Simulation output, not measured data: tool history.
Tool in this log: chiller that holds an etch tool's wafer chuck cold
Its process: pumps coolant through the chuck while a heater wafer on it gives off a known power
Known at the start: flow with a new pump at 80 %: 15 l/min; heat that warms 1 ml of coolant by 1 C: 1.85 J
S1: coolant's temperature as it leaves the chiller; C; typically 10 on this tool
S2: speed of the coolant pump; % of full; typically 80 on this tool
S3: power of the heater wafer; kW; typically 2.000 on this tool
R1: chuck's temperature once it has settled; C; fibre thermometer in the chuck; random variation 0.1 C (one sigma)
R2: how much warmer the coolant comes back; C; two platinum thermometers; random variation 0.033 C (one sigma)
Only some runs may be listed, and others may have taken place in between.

Run 1, hour 0.0: usual settings. Result: R1 26.5 C, R2 4.33 C.
Run 2, hour 29.1: usual settings but S1 2 C. Result: R1 18.5 C, R2 4.36 C.
Run 3, hour 56.4: usual settings but S1 2 C. Result: R1 18.7 C, R2 4.36 C.
Run 4, hour 85.8: usual settings but S1 13 C. Result: R1 29.5 C, R2 4.28 C.
Run 5, hour 117.2: usual settings. Result: R1 26.7 C, R2 4.34 C.
Run 6, hour 135.0: usual settings but S2 68 % of full. Result: R1 29.3 C, R2 5.13 C.
Run 7, hour 158.7: usual settings. Result: R1 26.5 C, R2 4.37 C.
Run 8, hour 182.8: usual settings but S1 17 C, S2 90 % of full, S3 2.257 kW. Result: R1 33.9 C, R2 4.24 C.
Run 9, hour 204.0: usual settings but S3 1.586 kW. Result: R1 23.2 C, R2 3.45 C.
Run 10, hour 224.9: usual settings but S1 16 C, S3 2.923 kW. Result: R1 40.4 C, R2 6.33 C.
Run 11, hour 239.0: usual settings but S1 5 C, S2 88 % of full, S3 1.523 kW. Result: R1 16.7 C, R2 2.96 C.
Run 12, hour 267.1: usual settings but S3 1.333 kW. Result: R1 21.0 C, R2 2.88 C.
Run 13, hour 281.6: usual settings but S1 8 C, S2 90 % of full, S3 2.290 kW. Result: R1 25.2 C, R2 4.37 C.

A few steps of R1 between consecutive runs. Split each: what settings, incoming material and random variation would produce without the hidden state, and what is left over for the hidden state, along with gauge scatter present in only one of the two compared results (measured, and without hidden state):
Hidden conditions of the tool in this case: heat passed by the chuck's channels, % of clean ones'; flow at a given pump speed, % of a new pump's; coolant's true temperature over the reading, C; drift of the gauge itself on chuck_c, C; drift of the gauge itself on warmer_back_c, C.
Run 10 -> 11: S1 16 -> 5, S2 80 -> 88, S3 2.923 -> 1.523. R1 -23.7 C: hidden state -0.3, all else -23.4.
